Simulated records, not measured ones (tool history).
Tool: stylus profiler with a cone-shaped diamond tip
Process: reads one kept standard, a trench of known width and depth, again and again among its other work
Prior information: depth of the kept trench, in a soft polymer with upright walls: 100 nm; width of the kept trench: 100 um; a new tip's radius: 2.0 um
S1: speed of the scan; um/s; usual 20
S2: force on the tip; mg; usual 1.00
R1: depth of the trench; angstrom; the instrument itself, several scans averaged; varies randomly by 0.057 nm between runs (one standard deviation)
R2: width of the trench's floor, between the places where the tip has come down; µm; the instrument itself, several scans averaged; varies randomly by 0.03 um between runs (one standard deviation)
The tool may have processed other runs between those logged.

{"run": 1, "day": 0.0, "S1": 20, "S2": 1.0, "R1": 1006.1, "R2": 98.24}
{"run": 2, "day": 1.512, "S1": 20, "S2": 1.0, "R1": 1006.2, "R2": 98.23}
{"run": 3, "day": 3.912, "S1": 20, "S2": 1.0, "R1": 1005.7, "R2": 98.24}
{"run": 4, "day": 5.262, "S1": 20, "S2": 0.91, "R1": 1005.4, "R2": 98.19}
{"run": 5, "day": 6.592, "S1": 20, "S2": 0.91, "R1": 1005.9, "R2": 98.18}
{"run": 6, "day": 8.038, "S1": 20, "S2": 1.73, "R1": 1009.2, "R2": 98.14}
{"run": 7, "day": 9.346, "S1": 20, "S2": 1.0, "R1": 1006.2, "R2": 98.16}
{"run": 8, "day": 11.679, "S1": 20, "S2": 1.0, "R1": 1006.3, "R2": 98.13}
{"run": 9, "day": 13.879, "S1": 20, "S2": 0.43, "R1": 1003.6, "R2": 98.06}
{"run": 10, "day": 16.212, "S1": 7, "S2": 1.0, "R1": 1006.5, "R2": 98.17}
{"run": 11, "day": 17.662, "S1": 7, "S2": 1.0, "R1": 1007.3, "R2": 98.14}
{"run": 12, "day": 18.646, "S1": 20, "S2": 1.0, "R1": 1007.7, "R2": 98.04}
{"run": 13, "day": 20.812, "S1": 20, "S2": 1.0, "R1": 1007.7, "R2": 98.04}
{"run": 14, "day": 22.504, "S1": 20, "S2": 1.0, "R1": 1006.9, "R2": 98.02}
{"run": 15, "day": 24.483, "S1": 18, "S2": 1.0, "R1": 1007.1, "R2": 98.03}
{"run": 16, "day": 26.508, "S1": 67, "S2": 1.0, "R1": 1007.5, "R2": 97.59}
{"run": 17, "day": 28.888, "S1": 20, "S2": 1.49, "R1": 1008.6, "R2": 97.94}
{"run": 18, "day": 30.925, "S1": 20, "S2": 1.49, "R1": 1008.4, "R2": 97.98}
{"run": 19, "day": 32.671, "S1": 20, "S2": 1.0, "R1": 1007.6, "R2": 97.95}
{"run": 20, "day": 34.512, "S1": 8, "S2": 1.0, "R1": 1007.5, "R2": 98.03}
{"run": 21, "day": 36.892, "S1": 8, "S2": 0.73, "R1": 1006.2, "R2": 97.95}
{"run": 22, "day": 38.796, "S1": 28, "S2": 2.44, "R1": 1012.3, "R2": 97.93}
{"run": 23, "day": 40.746, "S1": 11, "S2": 2.89, "R1": 1012.6, "R2": 97.94}
{"run": 24, "day": 43.125, "S1": 66, "S2": 2.3, "R1": 1012.8, "R2": 97.7}
{"run": 25, "day": 44.342, "S1": 55, "S2": 0.49, "R1": 1005.8, "R2": 97.37}
{"run": 26, "day": 46.721, "S1": 55, "S2": 0.49, "R1": 1005.9, "R2": 97.35}
{"run": 27, "day": 48.092, "S1": 23, "S2": 1.86, "R1": 1010.1, "R2": 97.77}
{"run": 28, "day": 49.5, "S1": 23, "S2": 1.86, "R1": 1010.7, "R2": 97.83}
{"run": 29, "day": 51.842, "S1": 23, "S2": 1.86, "R1": 1009.6, "R2": 97.8}
{"run": 30, "day": 53.079, "S1": 6, "S2": 1.16, "R1": 1007.6, "R2": 97.86}
{"run": 31, "day": 55.2, "S1": 6, "S2": 0.63, "R1": 1005.8, "R2": 97.87}
{"run": 32, "day": 56.938, "S1": 37, "S2": 0.46, "R1": 1003.4, "R2": 97.45}
{"run": 33, "day": 59.325, "S1": 13, "S2": 2.2, "R1": 1011.7, "R2": 97.78}
{"run": 34, "day": 61.638, "S1": 20, "S2": 0.65, "R1": 1005.9, "R2": 97.69}
{"run": 35, "day": 62.838, "S1": 9, "S2": 1.23, "R1": 1008.6, "R2": 97.74}
{"run": 36, "day": 64.175, "S1": 61, "S2": 1.75, "R1": 1010.4, "R2": 97.49}
{"run": 37, "day": 65.762, "S1": 17, "S2": 2.56, "R1": 1012.7, "R2": 97.75}
{"run": 38, "day": 67.638, "S1": 17, "S2": 2.56, "R1": 1012.6, "R2": 97.74}

Each row is a separate what-if for the run after 38, all from the same tool condition, not one after another. Results?
{"run": "A", "day": 68.65, "S1": 15, "S2": 2.56, "R1": "?", "R2": "?"}
{"run": "B", "day": 68.65, "S1": 5, "S2": 0.65, "R1": "?", "R2": "?"}
{"run": "C", "day": 68.65, "S1": 20, "S2": 0.56, "R1": "?", "R2": "?"}

run=A R1=1012.1 R2=97.77
run=B R1=1006.2 R2=97.77
run=C R1=1005.1 R2=97.61
Without the tool's unlogged condition, the same runs would have read:
run=A R1=1010.0 R2=98.72
run=B R1=1004.1 R2=98.72
run=C R1=1003.0 R2=98.56
